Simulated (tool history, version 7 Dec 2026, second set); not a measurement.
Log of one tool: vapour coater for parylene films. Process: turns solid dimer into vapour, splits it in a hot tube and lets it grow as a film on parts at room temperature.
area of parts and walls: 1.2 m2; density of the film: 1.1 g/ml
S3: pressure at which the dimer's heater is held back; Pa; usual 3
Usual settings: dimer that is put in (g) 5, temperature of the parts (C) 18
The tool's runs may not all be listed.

{"run": 1, "day": 0.0, "dimer that is put in (g)": 5, "temperature of the parts (C)": 18, "S3": 3, "thickness of the film (µm)": 2.09}
{"run": 2, "day": 1.554, "dimer that is put in (g)": 6, "temperature of the parts (C)": 18, "S3": 3, "thickness of the film (µm)": 2.55}
{"day": 2.171, "done": "trap's valve overhauled"}
{"run": 3, "day": 3.462, "dimer that is put in (g)": 6, "temperature of the parts (C)": 18, "S3": 3, "thickness of the film (µm)": 2.99}
{"run": 4, "day": 5.329, "dimer that is put in (g)": 5, "temperature of the parts (C)": 18, "S3": 3, "thickness of the film (µm)": 2.43}
{"run": 5, "day": 7.167, "dimer that is put in (g)": 6, "temperature of the parts (C)": 18, "S3": 3, "thickness of the film (µm)": 2.87}
{"run": 6, "day": 8.212, "dimer that is put in (g)": 6, "temperature of the parts (C)": 18, "S3": 3, "thickness of the film (µm)": 2.86}
{"run": 7, "day": 10.371, "dimer that is put in (g)": 6, "temperature of the parts (C)": 18, "S3": 3, "thickness of the film (µm)": 2.82}
{"run": 8, "day": 12.217, "dimer that is put in (g)": 8, "temperature of the parts (C)": 18, "S3": 3, "thickness of the film (µm)": 3.75}
{"run": 9, "day": 13.292, "dimer that is put in (g)": 8, "temperature of the parts (C)": 18, "S3": 3, "thickness of the film (µm)": 3.74}
{"run": 10, "day": 14.642, "dimer that is put in (g)": 8, "temperature of the parts (C)": 18, "S3": 3, "thickness of the film (µm)": 3.69}
{"run": 11, "day": 16.521, "dimer that is put in (g)": 8, "temperature of the parts (C)": 18, "S3": 3, "thickness of the film (µm)": 3.7}
{"run": 12, "day": 17.85, "dimer that is put in (g)": 7, "temperature of the parts (C)": 18, "S3": 3, "thickness of the film (µm)": 3.18}
{"run": 13, "day": 19.421, "dimer that is put in (g)": 7, "temperature of the parts (C)": 18, "S3": 3, "thickness of the film (µm)": 3.15}
{"run": 14, "day": 21.062, "dimer that is put in (g)": 7, "temperature of the parts (C)": 18, "S3": 3, "thickness of the film (µm)": 3.11}
{"run": 15, "day": 22.25, "dimer that is put in (g)": 5, "temperature of the parts (C)": 18, "S3": 3, "thickness of the film (µm)": 2.25}
{"run": 16, "day": 23.738, "dimer that is put in (g)": 5, "temperature of the parts (C)": 18, "S3": 3, "thickness of the film (µm)": 2.19}
{"day": 25.746, "done": "trap's valve overhauled"}
{"run": 17, "day": 25.962, "dimer that is put in (g)": 5, "temperature of the parts (C)": 11, "S3": 3, "thickness of the film (µm)": 2.8}
{"run": 18, "day": 27.533, "dimer that is put in (g)": 5, "temperature of the parts (C)": 11, "S3": 3, "thickness of the film (µm)": 2.76}
{"run": 19, "day": 29.467, "dimer that is put in (g)": 5, "temperature of the parts (C)": 11, "S3": 3, "thickness of the film (µm)": 2.7}
{"run": 20, "day": 31.338, "dimer that is put in (g)": 5, "temperature of the parts (C)": 11, "S3": 3, "thickness of the film (µm)": 2.65}
{"run": 21, "day": 32.4, "dimer that is put in (g)": 5, "temperature of the parts (C)": 11, "S3": 3, "thickness of the film (µm)": 2.66}
{"run": 22, "day": 34.333, "dimer that is put in (g)": 5, "temperature of the parts (C)": 11, "S3": 3, "thickness of the film (µm)": 2.66}
{"run": 23, "day": 35.983, "dimer that is put in (g)": 5, "temperature of the parts (C)": 11, "S3": 3, "thickness of the film (µm)": 2.63}
{"run": 24, "day": 36.921, "dimer that is put in (g)": 5, "temperature of the parts (C)": 11, "S3": 3, "thickness of the film (µm)": 2.62}
{"run": 25, "day": 37.946, "dimer that is put in (g)": 2, "temperature of the parts (C)": 18, "S3": 3, "thickness of the film (µm)": 0.9}
{"run": 26, "day": 39.062, "dimer that is put in (g)": 2, "temperature of the parts (C)": 18, "S3": 3, "thickness of the film (µm)": 0.87}
{"run": 27, "day": 40.208, "dimer that is put in (g)": 2, "temperature of the parts (C)": 18, "S3": 3, "thickness of the film (µm)": 0.92}
{"run": 28, "day": 41.479, "dimer that is put in (g)": 5, "temperature of the parts (C)": 25, "S3": 3, "thickness of the film (µm)": 2.04}
{"run": 29, "day": 43.542, "dimer that is put in (g)": 3, "temperature of the parts (C)": 19, "S3": 3.79, "thickness of the film (µm)": 1.29}
{"run": 30, "day": 45.488, "dimer that is put in (g)": 9, "temperature of the parts (C)": 20, "S3": 2.04, "thickness of the film (µm)": 3.97}
{"run": 31, "day": 47.517, "dimer that is put in (g)": 9, "temperature of the parts (C)": 20, "S3": 2.04, "thickness of the film (µm)": 3.87}
{"day": 49.308, "done": "trap's valve overhauled"}
{"run": 32, "day": 49.308, "dimer that is put in (g)": 6, "temperature of the parts (C)": 14, "S3": 2.04, "thickness of the film (µm)": 3.33}
{"run": 33, "day": 51.438, "dimer that is put in (g)": 6, "temperature of the parts (C)": 14, "S3": 2.04, "thickness of the film (µm)": 3.32}
{"run": 34, "day": 53.05, "dimer that is put in (g)": 5, "temperature of the parts (C)": 24, "S3": 5.01, "thickness of the film (µm)": 2.13}
{"run": 35, "day": 54.575, "dimer that is put in (g)": 3, "temperature of the parts (C)": 16, "S3": 3, "thickness of the film (µm)": 1.48}
{"run": 36, "day": 56.612, "dimer that is put in (g)": 3, "temperature of the parts (C)": 14, "S3": 6.38, "thickness of the film (µm)": 1.42}
{"run": 37, "day": 58.55, "dimer that is put in (g)": 9, "temperature of the parts (C)": 20, "S3": 3, "thickness of the film (µm)": 4.2}
{"run": 38, "day": 60.562, "dimer that is put in (g)": 9, "temperature of the parts (C)": 20, "S3": 3, "thickness of the film (µm)": 4.05}
{"run": 39, "day": 62.621, "dimer that is put in (g)": 9, "temperature of the parts (C)": 20, "S3": 10.84, "thickness of the film (µm)": 3.54}
{"run": 40, "day": 63.738, "dimer that is put in (g)": 3, "temperature of the parts (C)": 28, "S3": 10.84, "thickness of the film (µm)": 1.01}

Some steps in thickness of the film (µm) between neighbouring runs. How much of each would the tool show without its hidden state too (settings, what came in, random variation), and how much is left for the hidden state, with any gauge scatter that isn't in both results?
The hidden state here: vapour lost through the trap's worn valve, %; true temperature of the parts over the reading, C; drift of the gauge itself on film_um, %.
Run 2 -> 3: trap's valve overhauled. thickness of the film (µm) +0.44: hidden state +0.42, all else +0.02.
Run 29 -> 30: dimer that is put in (g) 3 -> 9, temperature of the parts (C) 19 -> 20, S3 3.79 -> 2.04. thickness of the film (µm) +2.68: hidden state -0.34, all else +3.02.
Run 31 -> 32: dimer that is put in (g) 9 -> 6, temperature of the parts (C) 20 -> 14, trap's valve overhauled. thickness of the film (µm) -0.54: hidden state +0.57, all else -1.11.
Run 36 -> 37: dimer that is put in (g) 3 -> 9, temperature of the parts (C) 14 -> 20, S3 6.38 -> 3. thickness of the film (µm) +2.78: hidden state -0.13, all else +2.91.
Run 39 -> 40: dimer that is put in (g) 9 -> 3, temperature of the parts (C) 20 -> 28. thickness of the film (µm) -2.53: hidden state +0.17, all else -2.7.
